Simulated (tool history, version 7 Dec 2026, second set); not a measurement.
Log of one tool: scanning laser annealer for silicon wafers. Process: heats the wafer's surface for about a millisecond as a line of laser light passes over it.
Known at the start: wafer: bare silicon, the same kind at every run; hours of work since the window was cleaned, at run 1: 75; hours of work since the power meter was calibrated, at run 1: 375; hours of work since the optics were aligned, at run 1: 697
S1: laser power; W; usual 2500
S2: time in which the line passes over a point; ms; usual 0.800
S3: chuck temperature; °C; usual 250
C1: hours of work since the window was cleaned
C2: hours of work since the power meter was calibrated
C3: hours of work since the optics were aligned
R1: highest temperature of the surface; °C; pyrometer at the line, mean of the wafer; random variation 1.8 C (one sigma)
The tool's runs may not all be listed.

run    hour    S1     S2   S3   C1   C2    C3    R1
  1     0.0  2500  0.800  250   75  375   697   949
  2    16.9  2500  0.680  250   83  384   706   892
  3    53.2  2500  0.800  250  101  401   724   948
  4    88.4  2500  0.800  250  119  419   741   947
  5   113.4  2672  0.800  250  131  431   753  1009
  6   150.2  2561  0.800  250  149  449   771   968
  7   176.6  2500  0.800  250  162  462   785   944
  8   210.9  2500  0.800  250  179  479   801   942
  9   242.0  2500  0.800  250  194  495   817   940
 10   279.7  2500  0.800  250  213  513   835   939
 11   309.1  2500  0.800  219  228  528   850   906
 12   331.5  2500  0.800  219  239  539   861   905
 13   348.0  2500  0.800  219  247  547   869   904
 14   375.6  2500  0.800  219  260  561   883   904
 15   400.3  2500  0.800  219  273  573   895   898
 16   426.9  2500  0.800  219  286  586   908   899
 17   467.4  2500  0.800  219  306  606   928   899
 18   484.2  2500  0.800  219  314  615   937   902
 19   521.3  2500  0.800  219  332  633   955   894
 20   557.4  2500  0.800  219  350  651   973   898
 21   574.6  2644  0.800  235  359  659   981   960
 22   591.6  2644  0.800  235  367  668   990   958
 23   630.4  2644  0.800  235  386  687  1009   957
 24   651.8  2450  0.627  224  397  697  1019   798
 25   688.9  2689  0.588  218  415  716  1038   838
 26   719.7  2689  0.588  218  431  731  1053   835
 27   756.4  2139  0.767  259  449  749  1071   793
 28   779.8  2139  0.767  259  460  761  1083   789
 29   801.8  2346  0.732  247  471  771  1094   830
 30   822.6  2574  0.718  215  481  782  1104   865
 31   842.3  2710  0.800  212  491  791  1114   945
 32   880.8  2462  0.800  228  510  810  1133   874
 33   900.0  2423  0.700  239  520  820  1142   828
      921.5  -- window over the wafer cleaned
 34   929.6  2552  0.718  251    4  834  1156   933
 35   946.7  2497  0.897  269   12  842  1164  1015
 36   976.7  2205  0.574  250   27  857  1179   750
 37   997.9  2692  0.574  230   38  867  1189   871
 38  1022.3  2240  0.794  254   50  879  1202   859
 39  1043.7  2588  0.675  269   60  890  1212   931
 40  1081.2  2456  0.675  269   79  909  1231   889

Measured less the same run without the tool's hidden state. The same run-to-run variation is in both; the gauge's scatter may not be:
The hidden state here: light that passes the window, % of a clean one's; laser's true power over the reading, %; width of the line over the set one, %; drift of the gauge itself on peak_c, C.
run   R1
  1  -15
  2  -15
  3  -18
  4  -20
  5  -23
  6  -23
  7  -24
  8  -26
  9  -28
 10  -30
 11  -30
 12  -32
 13  -33
 14  -34
 15  -34
 16  -36
 17  -38
 18  -39
 19  -40
 20  -43
 21  -46
 22  -47
 23  -49
 24  -40
 25  -46
 26  -46
 27  -42
 28  -42
 29  -48
 30  -53
 31  -62
 32  -56
 33  -53
 34  -15
 35  -17
 36  -13
 37  -17
 38  -17
 39  -20
 40  -20
